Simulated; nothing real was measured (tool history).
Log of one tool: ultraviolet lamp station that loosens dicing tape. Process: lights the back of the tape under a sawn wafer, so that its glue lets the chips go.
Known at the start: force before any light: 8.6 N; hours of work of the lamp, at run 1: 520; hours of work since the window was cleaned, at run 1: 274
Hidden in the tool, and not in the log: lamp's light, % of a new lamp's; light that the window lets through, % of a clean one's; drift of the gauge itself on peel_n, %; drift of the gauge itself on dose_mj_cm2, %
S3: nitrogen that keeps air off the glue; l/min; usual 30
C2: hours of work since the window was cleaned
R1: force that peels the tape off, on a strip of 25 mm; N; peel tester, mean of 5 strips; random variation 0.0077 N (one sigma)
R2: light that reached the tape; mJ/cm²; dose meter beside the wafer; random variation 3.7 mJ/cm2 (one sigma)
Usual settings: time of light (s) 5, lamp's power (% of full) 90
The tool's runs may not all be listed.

run 1 hour=0 | time_of_light_(s)=5 lamp's_power_(%_of_full)=90 S3=30 | hours_of_work_of_the_lamp=520 C2=274 | R1=0.42 R2=497
run 2 hour=17.8 | time_of_light_(s)=5 lamp's_power_(%_of_full)=90 S3=30 | hours_of_work_of_the_lamp=534 C2=288 | R1=0.416 R2=496
run 3 hour=31.9 | time_of_light_(s)=5 lamp's_power_(%_of_full)=90 S3=30 | hours_of_work_of_the_lamp=545 C2=299 | R1=0.418 R2=494
run 4 hour=48.3 | time_of_light_(s)=5 lamp's_power_(%_of_full)=90 S3=23 | hours_of_work_of_the_lamp=558 C2=313 | R1=0.538 R2=494
run 5 hour=57.3 | time_of_light_(s)=5 lamp's_power_(%_of_full)=74 S3=23 | hours_of_work_of_the_lamp=566 C2=320 | R1=0.816 R2=400
run 6 hour=75.9 | time_of_light_(s)=5 lamp's_power_(%_of_full)=90 S3=30 | hours_of_work_of_the_lamp=580 C2=334 | R1=0.46 R2=485
run 7 hour=93.7 | time_of_light_(s)=5 lamp's_power_(%_of_full)=90 S3=30 | hours_of_work_of_the_lamp=594 C2=349 | R1=0.438 R2=483
run 8 hour=105.2 | time_of_light_(s)=5 lamp's_power_(%_of_full)=90 S3=30 | hours_of_work_of_the_lamp=604 C2=358 | R1=0.46 R2=472
run 9 hour=116.6 | time_of_light_(s)=5 lamp's_power_(%_of_full)=72 S3=30 | hours_of_work_of_the_lamp=613 C2=367 | R1=0.699 R2=382
run 10 hour=128.2 | time_of_light_(s)=5 lamp's_power_(%_of_full)=72 S3=30 | hours_of_work_of_the_lamp=622 C2=376 | R1=0.752 R2=376
run 11 hour=145 | time_of_light_(s)=5 lamp's_power_(%_of_full)=72 S3=30 | hours_of_work_of_the_lamp=635 C2=389 | R1=0.731 R2=375
run 12 hour=157 | time_of_light_(s)=5 lamp's_power_(%_of_full)=72 S3=30 | hours_of_work_of_the_lamp=645 C2=399 | R1=0.761 R2=374
run 13 hour=167.2 | time_of_light_(s)=7 lamp's_power_(%_of_full)=90 S3=30 | hours_of_work_of_the_lamp=653 C2=407 | R1=0.273 R2=650
run 14 hour=183.5 | time_of_light_(s)=7 lamp's_power_(%_of_full)=90 S3=30 | hours_of_work_of_the_lamp=666 C2=420 | R1=0.269 R2=646
-- hour=185.5 window cleaned of glue's vapour
run 15 hour=198.8 | time_of_light_(s)=7 lamp's_power_(%_of_full)=90 S3=30 | hours_of_work_of_the_lamp=678 C2=11 | R1=0.294 R2=611
run 16 hour=215.4 | time_of_light_(s)=4 lamp's_power_(%_of_full)=90 S3=30 | hours_of_work_of_the_lamp=691 C2=24 | R1=0.891 R2=347
run 17 hour=230.7 | time_of_light_(s)=8 lamp's_power_(%_of_full)=64 S3=16 | hours_of_work_of_the_lamp=703 C2=36 | R1=0.724 R2=488
-- hour=236 window cleaned of glue's vapour, once more
run 18 hour=245.2 | time_of_light_(s)=2 lamp's_power_(%_of_full)=88 S3=18 | hours_of_work_of_the_lamp=714 C2=7 | R1=2.769 R2=205
run 19 hour=262.6 | time_of_light_(s)=5 lamp's_power_(%_of_full)=90 S3=23 | hours_of_work_of_the_lamp=728 C2=21 | R1=0.478 R2=520
run 20 hour=280.7 | time_of_light_(s)=9 lamp's_power_(%_of_full)=64 S3=30 | hours_of_work_of_the_lamp=742 C2=36 | R1=0.265 R2=667
run 21 hour=296.5 | time_of_light_(s)=5 lamp's_power_(%_of_full)=93 S3=59 | hours_of_work_of_the_lamp=755 C2=48 | R1=0.262 R2=530
run 22 hour=305.4 | time_of_light_(s)=5 lamp's_power_(%_of_full)=93 S3=59 | hours_of_work_of_the_lamp=762 C2=55 | R1=0.279 R2=530
run 23 hour=319.1 | time_of_light_(s)=5 lamp's_power_(%_of_full)=93 S3=59 | hours_of_work_of_the_lamp=773 C2=66 | R1=0.262 R2=530
run 24 hour=338 | time_of_light_(s)=7 lamp's_power_(%_of_full)=77 S3=9 | hours_of_work_of_the_lamp=788 C2=81 | R1=0.799 R2=607
run 25 hour=352.4 | time_of_light_(s)=7 lamp's_power_(%_of_full)=77 S3=9 | hours_of_work_of_the_lamp=799 C2=93 | R1=0.801 R2=598
run 26 hour=365 | time_of_light_(s)=3 lamp's_power_(%_of_full)=90 S3=57 | hours_of_work_of_the_lamp=809 C2=103 | R1=0.747 R2=301
run 27 hour=374.2 | time_of_light_(s)=3 lamp's_power_(%_of_full)=90 S3=57 | hours_of_work_of_the_lamp=817 C2=110 | R1=0.744 R2=297
run 28 hour=392 | time_of_light_(s)=3 lamp's_power_(%_of_full)=90 S3=25 | hours_of_work_of_the_lamp=831 C2=124 | R1=1.335 R2=298

Forecast each of these 5 alternatives for the next run:
run A hour=407.3 | time_of_light_(s)=6 lamp's_power_(%_of_full)=90 S3=25 | hours_of_work_of_the_lamp=843 C2=136 | R1=? R2=?
run B hour=407.3 | time_of_light_(s)=4 lamp's_power_(%_of_full)=62 S3=10 | hours_of_work_of_the_lamp=843 C2=136 | R1=? R2=?
run C hour=407.3 | time_of_light_(s)=7 lamp's_power_(%_of_full)=72 S3=33 | hours_of_work_of_the_lamp=843 C2=136 | R1=? R2=?
run D hour=407.3 | time_of_light_(s)=8 lamp's_power_(%_of_full)=67 S3=27 | hours_of_work_of_the_lamp=843 C2=136 | R1=? R2=?
run E hour=407.3 | time_of_light_(s)=8 lamp's_power_(%_of_full)=90 S3=30 | hours_of_work_of_the_lamp=843 C2=136 | R1=? R2=?

run=A R1=0.351 R2=588
run=B R1=2.734 R2=268
run=C R1=0.326 R2=551
run=D R1=0.354 R2=587
run=E R1=0.214 R2=793
Without the tool's hidden state the same runs would have given:
run=A R1=0.251 R2=736
run=B R1=2.053 R2=336
run=C R1=0.239 R2=690
run=D R1=0.26 R2=736
run=E R1=0.193 R2=993
